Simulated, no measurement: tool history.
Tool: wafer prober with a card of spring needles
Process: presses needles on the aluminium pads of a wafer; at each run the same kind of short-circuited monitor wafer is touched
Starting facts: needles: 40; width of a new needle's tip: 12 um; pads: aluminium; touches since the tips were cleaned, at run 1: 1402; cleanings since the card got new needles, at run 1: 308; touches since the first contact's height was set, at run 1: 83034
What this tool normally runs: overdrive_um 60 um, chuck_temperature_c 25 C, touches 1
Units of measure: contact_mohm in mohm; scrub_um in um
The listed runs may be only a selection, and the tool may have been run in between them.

run,hour,overdrive_um,chuck_temperature_c,touches,touches since the tips were cleaned,cleanings since the card got new needles,touches since the first contact's height was set,contact_mohm,scrub_um
1,0,60,25,1,1402,308,83034,262,9.79
# hour 1: tips cleaned on abrasive film
# hour 4.6: tips cleaned on abrasive film
# hour 8.2: tips cleaned on abrasive film
# hour 12.7: tips cleaned on abrasive film
# hour 17.2: tips cleaned on abrasive film
# hour 20.8: tips cleaned on abrasive film
# hour 25.3: tips cleaned on abrasive film
# hour 29.8: tips cleaned on abrasive film
# hour 34.3: tips cleaned on abrasive film
# hour 38: tips cleaned on abrasive film
# hour 42.5: tips cleaned on abrasive film
# hour 47: tips cleaned on abrasive film
# hour 51.5: tips cleaned on abrasive film
# hour 55.1: tips cleaned on abrasive film
# hour 59.6: tips cleaned on abrasive film
# hour 64.1: tips cleaned on abrasive film
# hour 68.6: tips cleaned on abrasive film
2,71.1,60,25,1,1133,325,114579,250,9.55
# hour 72.9: tips cleaned on abrasive film
# hour 76.5: tips cleaned on abrasive film
# hour 80.2: tips cleaned on abrasive film
# hour 84.7: tips cleaned on abrasive film
# hour 89.2: tips cleaned on abrasive film
# hour 92.8: tips cleaned on abrasive film
# hour 97.3: tips cleaned on abrasive film
# hour 100.9: tips cleaned on abrasive film
# hour 104.5: tips cleaned on abrasive film
# hour 108.1: tips cleaned on abrasive film
# hour 112.6: tips cleaned on abrasive film
# hour 116.3: tips cleaned on abrasive film
3,118.7,60,25,1,1114,337,135702,252,9.57
# hour 120.6: tips cleaned on abrasive film
# hour 125.1: tips cleaned on abrasive film
# hour 129.6: tips cleaned on abrasive film
# hour 134.1: tips cleaned on abrasive film
# hour 138.6: tips cleaned on abrasive film
# hour 143.1: tips cleaned on abrasive film
# hour 146.7: tips cleaned on abrasive film
# hour 151.2: tips cleaned on abrasive film
# hour 155.7: tips cleaned on abrasive film
# hour 160.2: tips cleaned on abrasive film
4,161.5,60,25,1,611,347,154721,227,9.44
# hour 164.3: tips cleaned on abrasive film
# hour 168.8: tips cleaned on abrasive film
# hour 173.3: tips cleaned on abrasive film
# hour 177.1: height of the first contact set anew
# hour 178.1: tips cleaned on abrasive film
# hour 181.7: tips cleaned on abrasive film
# hour 186.2: tips cleaned on abrasive film
# hour 190.7: tips cleaned on abrasive film
# hour 195.2: tips cleaned on abrasive film
# hour 198.8: tips cleaned on abrasive film
# hour 203.3: tips cleaned on abrasive film
# hour 207.8: tips cleaned on abrasive film
# hour 212.3: tips cleaned on abrasive film
# hour 216.8: tips cleaned on abrasive film
# hour 220.4: tips cleaned on abrasive film
# hour 224.1: tips cleaned on abrasive film
# hour 228.6: tips cleaned on abrasive film
# hour 232.2: tips cleaned on abrasive film
# hour 236.7: tips cleaned on abrasive film
# hour 241.2: tips cleaned on abrasive film
# hour 245.7: tips cleaned on abrasive film
# hour 250.2: tips cleaned on abrasive film
# hour 254.7: tips cleaned on abrasive film
# hour 258.5: tips cleaned on abrasive film
5,258.5,60,25,1,0,370,36090,195,9.95
# hour 262.9: tips cleaned on abrasive film
# hour 266.6: tips cleaned on abrasive film
# hour 271.1: tips cleaned on abrasive film
# hour 275.6: tips cleaned on abrasive film
# hour 279.2: tips cleaned on abrasive film
# hour 283.7: tips cleaned on abrasive film
# hour 288.2: tips cleaned on abrasive film
# hour 291.8: tips cleaned on abrasive film
# hour 296.3: tips cleaned on abrasive film
# hour 299.9: tips cleaned on abrasive film
# hour 303.5: tips cleaned on abrasive film
# hour 308: tips cleaned on abrasive film
# hour 311.7: tips cleaned on abrasive film
# hour 315.3: tips cleaned on abrasive film
# hour 319.8: tips cleaned on abrasive film
# hour 324.3: tips cleaned on abrasive film
# hour 328.8: tips cleaned on abrasive film
# hour 333.3: tips cleaned on abrasive film
# hour 337.8: tips cleaned on abrasive film
# hour 342.3: tips cleaned on abrasive film
# hour 345.9: tips cleaned on abrasive film
# hour 349.5: tips cleaned on abrasive film
6,350.6,60,25,3,478,392,76983,198,9.76
# hour 353.3: tips cleaned on abrasive film
# hour 357.8: tips cleaned on abrasive film
# hour 362.3: tips cleaned on abrasive film
# hour 366.8: tips cleaned on abrasive film
# hour 371.3: tips cleaned on abrasive film
# hour 375.8: tips cleaned on abrasive film
# hour 379.4: tips cleaned on abrasive film
# hour 383: tips cleaned on abrasive film
# hour 387.5: tips cleaned on abrasive film
# hour 392: tips cleaned on abrasive film
# hour 395.7: tips cleaned on abrasive film
# hour 400.2: tips cleaned on abrasive film
# hour 403.8: tips cleaned on abrasive film
# hour 408.3: tips cleaned on abrasive film
# hour 411.9: tips cleaned on abrasive film
# hour 416.4: tips cleaned on abrasive film
# hour 420.9: tips cleaned on abrasive film
7,421,60,25,1,63,409,108255,199,9.59
# hour 424.7: tips cleaned on abrasive film
# hour 436.7: card fitted with new needles
# hour 440.3: tips cleaned on abrasive film
# hour 443.9: tips cleaned on abrasive film
# hour 448.4: tips cleaned on abrasive film
# hour 452: tips cleaned on abrasive film
# hour 455.6: tips cleaned on abrasive film
# hour 459.3: tips cleaned on abrasive film
# hour 463.8: tips cleaned on abrasive film
# hour 467.4: tips cleaned on abrasive film
# hour 471.9: tips cleaned on abrasive film
# hour 475.5: tips cleaned on abrasive film
# hour 479.1: tips cleaned on abrasive film
# hour 483.6: tips cleaned on abrasive film
8,485.1,60,25,1,658,12,21466,204,10.06
# hour 487.8: tips cleaned on abrasive film
# hour 492.3: tips cleaned on abrasive film
# hour 495.9: tips cleaned on abrasive film
# hour 500.4: tips cleaned on abrasive film
# hour 504: tips cleaned on abrasive film
# hour 507.7: tips cleaned on abrasive film
# hour 512.2: tips cleaned on abrasive film
# hour 516.7: tips cleaned on abrasive film
# hour 520.3: tips cleaned on abrasive film
# hour 523.9: tips cleaned on abrasive film
# hour 528.4: tips cleaned on abrasive film
# hour 532.9: tips cleaned on abrasive film
# hour 536.5: tips cleaned on abrasive film
# hour 540.1: tips cleaned on abrasive film
# hour 544.6: tips cleaned on abrasive film
# hour 548.4: tips cleaned on abrasive film
9,548.4,52,111,1,0,28,49522,204,8.54
# hour 552: tips cleaned on abrasive film
# hour 556.5: tips cleaned on abrasive film
# hour 561: tips cleaned on abrasive film
# hour 565.5: tips cleaned on abrasive film
# hour 570: tips cleaned on abrasive film
# hour 573.6: tips cleaned on abrasive film
# hour 578.1: tips cleaned on abrasive film
# hour 582.6: tips cleaned on abrasive film
# hour 587.1: tips cleaned on abrasive film
# hour 591.6: tips cleaned on abrasive film
# hour 596.1: tips cleaned on abrasive film
# hour 600.6: tips cleaned on abrasive film
# hour 604.2: tips cleaned on abrasive film
# hour 607.8: tips cleaned on abrasive film
# hour 612.3: tips cleaned on abrasive film
# hour 616.8: tips cleaned on abrasive film
10,620.1,77,83,2,1504,44,81439,209,12.72
# hour 621.1: tips cleaned on abrasive film
# hour 624.7: tips cleaned on abrasive film
# hour 628.4: tips cleaned on abrasive film
# hour 632: tips cleaned on abrasive film
# hour 636.5: tips cleaned on abrasive film
# hour 641: tips cleaned on abrasive film
# hour 644.6: tips cleaned on abrasive film
# hour 649.1: tips cleaned on abrasive film
# hour 652.7: tips cleaned on abrasive film
# hour 657.2: tips cleaned on abrasive film
# hour 661.7: tips cleaned on abrasive film
# hour 665.3: tips cleaned on abrasive film
# hour 669.8: tips cleaned on abrasive film
# hour 674.3: tips cleaned on abrasive film
# hour 678.8: tips cleaned on abrasive film
# hour 683.3: tips cleaned on abrasive film
# hour 686.9: tips cleaned on abrasive film
11,687.6,77,83,2,284,61,111335,193,12.62
# hour 691.2: tips cleaned on abrasive film
# hour 694.8: tips cleaned on abrasive film
# hour 698.4: tips cleaned on abrasive film
# hour 702.9: tips cleaned on abrasive film
# hour 706.6: tips cleaned on abrasive film
# hour 710.2: tips cleaned on abrasive film
# hour 714.7: tips cleaned on abrasive film
# hour 718.3: tips cleaned on abrasive film
# hour 722.8: tips cleaned on abrasive film
# hour 727.3: tips cleaned on abrasive film
# hour 731.8: tips cleaned on abrasive film
# hour 735.4: tips cleaned on abrasive film
# hour 739.9: tips cleaned on abrasive film
# hour 744.4: tips cleaned on abrasive film
# hour 748: tips cleaned on abrasive film
# hour 752.5: tips cleaned on abrasive film
12,754.9,59,33,2,1097,77,141244,212,9.33
# hour 756.8: tips cleaned on abrasive film
# hour 761.3: tips cleaned on abrasive film
# hour 764.9: tips cleaned on abrasive film
# hour 769.4: tips cleaned on abrasive film
# hour 773: tips cleaned on abrasive film
# hour 776.7: tips cleaned on abrasive film
# hour 781.2: tips cleaned on abrasive film
# hour 785.7: tips cleaned on abrasive film
# hour 789.3: tips cleaned on abrasive film
# hour 792.9: tips cleaned on abrasive film
# hour 797.4: tips cleaned on abrasive film
# hour 800.8: height of the first contact set anew
13,800.8,59,33,2,1424,88,0,212,9.89

Forecast each of these 3 alternatives for the next run:
# hour 801.8: tips cleaned on abrasive film
# hour 806.3: tips cleaned on abrasive film
# hour 810.8: tips cleaned on abrasive film
# hour 815.3: tips cleaned on abrasive film
# hour 819.8: tips cleaned on abrasive film
# hour 823.4: tips cleaned on abrasive film
# hour 827.9: tips cleaned on abrasive film
# hour 831.5: tips cleaned on abrasive film
# hour 836: tips cleaned on abrasive film
# hour 839.7: tips cleaned on abrasive film
# hour 844.2: tips cleaned on abrasive film
# hour 847.8: tips cleaned on abrasive film
# hour 852.3: tips cleaned on abrasive film
# hour 855.9: tips cleaned on abrasive film
# hour 860.4: tips cleaned on abrasive film
# hour 864: tips cleaned on abrasive film
# hour 867.6: tips cleaned on abrasive film
# hour 872.1: tips cleaned on abrasive film
# hour 876.6: tips cleaned on abrasive film
A,879,59,119,2,1063,107,34677,?,?
# hour 801.8: tips cleaned on abrasive film
# hour 806.3: tips cleaned on abrasive film
# hour 810.8: tips cleaned on abrasive film
# hour 815.3: tips cleaned on abrasive film
# hour 819.8: tips cleaned on abrasive film
# hour 823.4: tips cleaned on abrasive film
# hour 827.9: tips cleaned on abrasive film
# hour 831.5: tips cleaned on abrasive film
# hour 836: tips cleaned on abrasive film
# hour 839.7: tips cleaned on abrasive film
# hour 844.2: tips cleaned on abrasive film
# hour 847.8: tips cleaned on abrasive film
# hour 852.3: tips cleaned on abrasive film
# hour 855.9: tips cleaned on abrasive film
# hour 860.4: tips cleaned on abrasive film
# hour 864: tips cleaned on abrasive film
# hour 867.6: tips cleaned on abrasive film
# hour 872.1: tips cleaned on abrasive film
# hour 876.6: tips cleaned on abrasive film
B,879,44,76,2,1063,107,34677,?,?
# hour 801.8: tips cleaned on abrasive film
# hour 806.3: tips cleaned on abrasive film
# hour 810.8: tips cleaned on abrasive film
# hour 815.3: tips cleaned on abrasive film
# hour 819.8: tips cleaned on abrasive film
# hour 823.4: tips cleaned on abrasive film
# hour 827.9: tips cleaned on abrasive film
# hour 831.5: tips cleaned on abrasive film
# hour 836: tips cleaned on abrasive film
# hour 839.7: tips cleaned on abrasive film
# hour 844.2: tips cleaned on abrasive film
# hour 847.8: tips cleaned on abrasive film
# hour 852.3: tips cleaned on abrasive film
# hour 855.9: tips cleaned on abrasive film
# hour 860.4: tips cleaned on abrasive film
# hour 864: tips cleaned on abrasive film
# hour 867.6: tips cleaned on abrasive film
# hour 872.1: tips cleaned on abrasive film
# hour 876.6: tips cleaned on abrasive film
C,879,65,46,1,1063,107,34677,?,?

run,contact_mohm,scrub_um
A,221,9.82
B,239,7.39
C,221,10.87
Had the tool no hidden state, the same runs would have come out as:
run,contact_mohm,scrub_um
A,195,9.97
B,194,7.54
C,182,11.02

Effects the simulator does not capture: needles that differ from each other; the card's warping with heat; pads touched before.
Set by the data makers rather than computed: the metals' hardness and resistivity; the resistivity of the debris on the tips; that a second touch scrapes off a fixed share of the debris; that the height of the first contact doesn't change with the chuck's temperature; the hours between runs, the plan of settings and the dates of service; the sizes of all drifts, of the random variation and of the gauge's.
